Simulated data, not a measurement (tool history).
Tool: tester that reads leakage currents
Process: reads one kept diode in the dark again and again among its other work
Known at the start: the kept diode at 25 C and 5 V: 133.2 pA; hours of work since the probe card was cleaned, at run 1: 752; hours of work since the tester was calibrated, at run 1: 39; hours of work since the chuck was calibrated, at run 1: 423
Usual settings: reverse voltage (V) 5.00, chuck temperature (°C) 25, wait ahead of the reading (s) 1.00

run   hour  reverse voltage (V)  chuck temperature (°C)  wait ahead of the reading (s)  hours of work since the probe card was cleaned  hours of work since the tester was calibrated  hours of work since the chuck was calibrated  current that the tester gives (pA)
  1    0.0                 5.00                      25                           1.00                                             752                                             39                                           423                              138.31
  2   34.6                 5.00                      25                           1.00                                             767                                             54                                           437                              137.99
  3   58.0                 1.56                      25                           1.00                                             776                                             63                                           447                               90.65
  4   94.0                 1.56                      25                           1.00                                             791                                             78                                           462                               91.53
  5  115.6                 5.00                      25                           0.56                                             800                                             87                                           471                              139.03
  6  135.8                 5.00                      25                           1.00                                             809                                             96                                           480                              138.64
  7  181.1                 5.00                      25                           1.00                                             828                                            114                                           498                              137.99
  8  212.7                 5.00                      25                           1.00                                             841                                            128                                           512                              137.76
  9  246.4                 5.00                      25                           1.00                                             855                                            142                                           526                              138.21
 10  294.7                 5.00                      25                           1.00                                             875                                            162                                           546                              138.55
 11  336.8                 5.00                      25                           1.00                                             892                                            179                                           563                              138.07
 12  386.0                 5.00                      25                           1.00                                             913                                            200                                           584                              138.58
 13  432.3                 5.00                      25                           1.00                                             932                                            219                                           603                              139.01
 14  476.8                 3.06                      25                           1.00                                             951                                            238                                           621                              117.36
 15  514.9                 5.00                      21                           1.43                                             966                                            253                                           637                              103.22
 16  546.5                 1.36                      21                           1.43                                             980                                            267                                           650                               64.60
 17  594.2                 5.00                      21                           1.00                                             999                                            286                                           670                              104.27
 18  626.5                13.18                      40                           4.37                                            1013                                            300                                           684                              554.63
 19  653.8                 5.63                      40                           4.37                                            1024                                            311                                           695                              413.96
 20  687.8                 5.63                      40                           4.37                                            1038                                            325                                           709                              413.93
 21  710.3                 4.61                      49                           0.34                                            1048                                            335                                           719                              695.99
 22  749.8                 4.61                      49                           0.34                                            1064                                            351                                           735                              696.82
 23  786.6                 4.61                      31                           2.31                                            1079                                            366                                           750                              207.62
 24  826.0                 4.61                      20                           2.31                                            1096                                            383                                           767                               93.00
 25  859.7                 4.61                      20                           2.31                                            1110                                            397                                           781                               93.42
 26  900.5                 1.73                      25                           0.35                                            1127                                            414                                           798                               96.80
 27  936.7                 1.73                      25                           0.35                                            1142                                            429                                           813                               96.62

Forecast each of these 5 alternatives for the next run:
  A  985.9                10.78                      45                           1.21                                            1162                                            449                                           833                                   ?
  B  985.9                16.02                      41                           4.42                                            1162                                            449                                           833                                   ?
  C  985.9                 9.35                      25                           1.75                                            1162                                            449                                           833                                   ?
  D  985.9                 5.50                      25                           0.32                                            1162                                            449                                           833                                   ?
  E  985.9                 1.52                      20                           1.48                                            1162                                            449                                           833                                   ?

run  current that the tester gives (pA)
  A                              721.40
  B                              636.02
  C                              175.05
  D                              148.35
  E                               63.36
Without the tool's hidden state the same runs would have given:
run  current that the tester gives (pA)
  A                              701.53
  B                              615.66
  C                              167.16
  D                              142.69
  E                               61.14
